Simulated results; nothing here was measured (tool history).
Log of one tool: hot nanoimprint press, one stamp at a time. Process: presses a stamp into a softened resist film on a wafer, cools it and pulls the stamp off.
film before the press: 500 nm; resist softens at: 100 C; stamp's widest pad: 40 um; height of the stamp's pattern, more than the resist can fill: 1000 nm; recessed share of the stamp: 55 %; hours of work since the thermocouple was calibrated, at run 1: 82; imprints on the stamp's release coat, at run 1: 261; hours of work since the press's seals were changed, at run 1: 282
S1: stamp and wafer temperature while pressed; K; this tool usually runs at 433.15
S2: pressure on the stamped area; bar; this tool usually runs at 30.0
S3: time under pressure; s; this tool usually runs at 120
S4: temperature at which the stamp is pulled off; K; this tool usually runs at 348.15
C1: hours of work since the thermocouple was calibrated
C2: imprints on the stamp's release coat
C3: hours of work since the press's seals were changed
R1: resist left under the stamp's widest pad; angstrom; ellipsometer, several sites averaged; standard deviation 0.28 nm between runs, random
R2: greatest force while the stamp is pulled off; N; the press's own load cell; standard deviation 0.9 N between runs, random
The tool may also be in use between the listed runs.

{"run": 1, "day": 0.0, "S1": 433.15, "S2": 30.0, "S3": 120, "S4": 348.15, "C1": 82, "C2": 261, "C3": 282, "R1": 2172, "R2": 180.9}
{"run": 2, "day": 0.658, "S1": 433.15, "S2": 30.0, "S3": 120, "S4": 348.15, "C1": 91, "C2": 328, "C3": 290, "R1": 2168, "R2": 183.0}
{"run": 3, "day": 1.296, "S1": 433.15, "S2": 30.0, "S3": 120, "S4": 348.15, "C1": 99, "C2": 394, "C3": 299, "R1": 2172, "R2": 184.5}
{"run": 4, "day": 2.088, "S1": 433.15, "S2": 30.0, "S3": 120, "S4": 348.15, "C1": 109, "C2": 475, "C3": 309, "R1": 2165, "R2": 184.7}
{"run": 5, "day": 2.588, "S1": 433.15, "S2": 30.0, "S3": 120, "S4": 348.15, "C1": 116, "C2": 526, "C3": 315, "R1": 2174, "R2": 187.3}
{"run": 6, "day": 3.088, "S1": 433.15, "S2": 20.0, "S3": 120, "S4": 348.15, "C1": 122, "C2": 577, "C3": 322, "R1": 2586, "R2": 190.2}
{"day": 3.371, "done": "stamp cleaned and given a new release coat"}
{"run": 7, "day": 4.179, "S1": 433.15, "S2": 20.0, "S3": 120, "S4": 348.15, "C1": 133, "C2": 82, "C3": 333, "R1": 2587, "R2": 175.1}
{"run": 8, "day": 4.946, "S1": 433.15, "S2": 20.0, "S3": 120, "S4": 348.15, "C1": 143, "C2": 161, "C3": 343, "R1": 2580, "R2": 175.7}
{"run": 9, "day": 5.704, "S1": 433.15, "S2": 20.0, "S3": 120, "S4": 348.15, "C1": 153, "C2": 238, "C3": 353, "R1": 2578, "R2": 178.2}
{"run": 10, "day": 6.588, "S1": 433.15, "S2": 30.0, "S3": 120, "S4": 348.15, "C1": 165, "C2": 329, "C3": 364, "R1": 2161, "R2": 182.3}
{"run": 11, "day": 7.108, "S1": 433.15, "S2": 30.0, "S3": 120, "S4": 348.15, "C1": 171, "C2": 382, "C3": 371, "R1": 2159, "R2": 184.4}
{"run": 12, "day": 7.654, "S1": 433.15, "S2": 30.0, "S3": 120, "S4": 348.15, "C1": 179, "C2": 438, "C3": 378, "R1": 2157, "R2": 185.8}
{"run": 13, "day": 8.508, "S1": 433.15, "S2": 30.0, "S3": 120, "S4": 348.15, "C1": 190, "C2": 525, "C3": 389, "R1": 2160, "R2": 188.5}
{"day": 9.354, "done": "stamp cleaned and given a new release coat"}
{"run": 14, "day": 9.375, "S1": 431.15, "S2": 30.0, "S3": 120, "S4": 348.15, "C1": 198, "C2": 2, "C3": 397, "R1": 2407, "R2": 173.4}
{"run": 15, "day": 10.088, "S1": 433.15, "S2": 30.0, "S3": 120, "S4": 348.15, "C1": 207, "C2": 75, "C3": 407, "R1": 2149, "R2": 175.1}
{"run": 16, "day": 10.629, "S1": 439.15, "S2": 28.0, "S3": 120, "S4": 346.15, "C1": 214, "C2": 131, "C3": 414, "R1": 1594, "R2": 178.8}
{"run": 17, "day": 11.396, "S1": 439.15, "S2": 43.5, "S3": 114, "S4": 350.15, "C1": 224, "C2": 209, "C3": 424, "R1": 1302, "R2": 176.1}
{"run": 18, "day": 11.842, "S1": 429.15, "S2": 43.5, "S3": 105, "S4": 350.15, "C1": 230, "C2": 255, "C3": 430, "R1": 2411, "R2": 177.5}
{"run": 19, "day": 12.362, "S1": 429.15, "S2": 43.5, "S3": 105, "S4": 350.15, "C1": 237, "C2": 308, "C3": 436, "R1": 2406, "R2": 179.6}
{"run": 20, "day": 13.088, "S1": 433.15, "S2": 46.7, "S3": 68, "S4": 344.15, "C1": 246, "C2": 382, "C3": 446, "R1": 2186, "R2": 188.4}
{"run": 21, "day": 13.908, "S1": 433.15, "S2": 46.7, "S3": 68, "S4": 344.15, "C1": 257, "C2": 467, "C3": 457, "R1": 2183, "R2": 193.2}
{"run": 22, "day": 14.358, "S1": 433.15, "S2": 23.3, "S3": 68, "S4": 344.15, "C1": 263, "C2": 513, "C3": 462, "R1": 2916, "R2": 192.2}
{"day": 15.296, "done": "stamp cleaned and given a new release coat"}
{"run": 23, "day": 15.467, "S1": 433.15, "S2": 23.3, "S3": 119, "S4": 344.15, "C1": 274, "C2": 17, "C3": 474, "R1": 2394, "R2": 178.7}
{"run": 24, "day": 15.992, "S1": 433.15, "S2": 23.3, "S3": 119, "S4": 344.15, "C1": 281, "C2": 71, "C3": 481, "R1": 2402, "R2": 179.0}
{"run": 25, "day": 16.667, "S1": 433.15, "S2": 36.1, "S3": 119, "S4": 348.15, "C1": 290, "C2": 140, "C3": 489, "R1": 1974, "R2": 176.4}
{"run": 26, "day": 17.354, "S1": 433.15, "S2": 32.4, "S3": 158, "S4": 352.15, "C1": 299, "C2": 211, "C3": 498, "R1": 1850, "R2": 173.5}
{"run": 27, "day": 17.854, "S1": 433.15, "S2": 32.4, "S3": 158, "S4": 352.15, "C1": 305, "C2": 262, "C3": 505, "R1": 1857, "R2": 175.5}
{"run": 28, "day": 18.362, "S1": 429.15, "S2": 32.4, "S3": 158, "S4": 343.15, "C1": 312, "C2": 314, "C3": 511, "R1": 2337, "R2": 188.2}
{"day": 18.946, "done": "plate thermocouple calibrated"}
{"run": 29, "day": 19.279, "S1": 433.15, "S2": 27.8, "S3": 120, "S4": 349.15, "C1": 4, "C2": 395, "C3": 522, "R1": 2286, "R2": 183.5}

Describe how what the log doesn't record of the tool's condition differs between the last listed run preceding each entry between runs and the first listed run following it.
Between runs 6 and 7: stamp cleaned and given a new release coat (day 3.371)
  true temperature over the reading, C: 0.21 -> 0.23; pressure that arrives at the usual setting, %: 98.57 -> 98.52; grip of the stamp's worn release coat, % over a new coat's: 9.9 -> 1.4
  difference, measured minus the result without the unlogged condition, R1: -18 -> -20 angstrom; R2: +16.8 -> +2.1 N
Between runs 13 and 14: stamp cleaned and given a new release coat (day 9.354)
  true temperature over the reading, C: 0.32 -> 0.34; pressure that arrives at the usual setting, %: 98.25 -> 98.22; grip of the stamp's worn release coat, % over a new coat's: 9 -> 0
  difference, measured minus the result without the unlogged condition, R1: -22 -> -26 angstrom; R2: +15.1 -> -0.4 N
Between runs 22 and 23: stamp cleaned and given a new release coat (day 15.296)
  true temperature over the reading, C: 0.45 -> 0.47; pressure that arrives at the usual setting, %: 97.91 -> 97.86; grip of the stamp's worn release coat, % over a new coat's: 8.7 -> 0.3
  difference, measured minus the result without the unlogged condition, R1: -43 -> -43 angstrom; R2: +14.9 -> -0.1 N
Between runs 28 and 29: plate thermocouple calibrated (day 18.946)
  true temperature over the reading, C: 0.53 -> -0.07; pressure that arrives at the usual setting, %: 97.68 -> 97.63; grip of the stamp's worn release coat, % over a new coat's: 5.3 -> 6.7
  difference, measured minus the result without the unlogged condition, R1: -46 -> +32 angstrom; R2: +8.8 -> +11.6 N

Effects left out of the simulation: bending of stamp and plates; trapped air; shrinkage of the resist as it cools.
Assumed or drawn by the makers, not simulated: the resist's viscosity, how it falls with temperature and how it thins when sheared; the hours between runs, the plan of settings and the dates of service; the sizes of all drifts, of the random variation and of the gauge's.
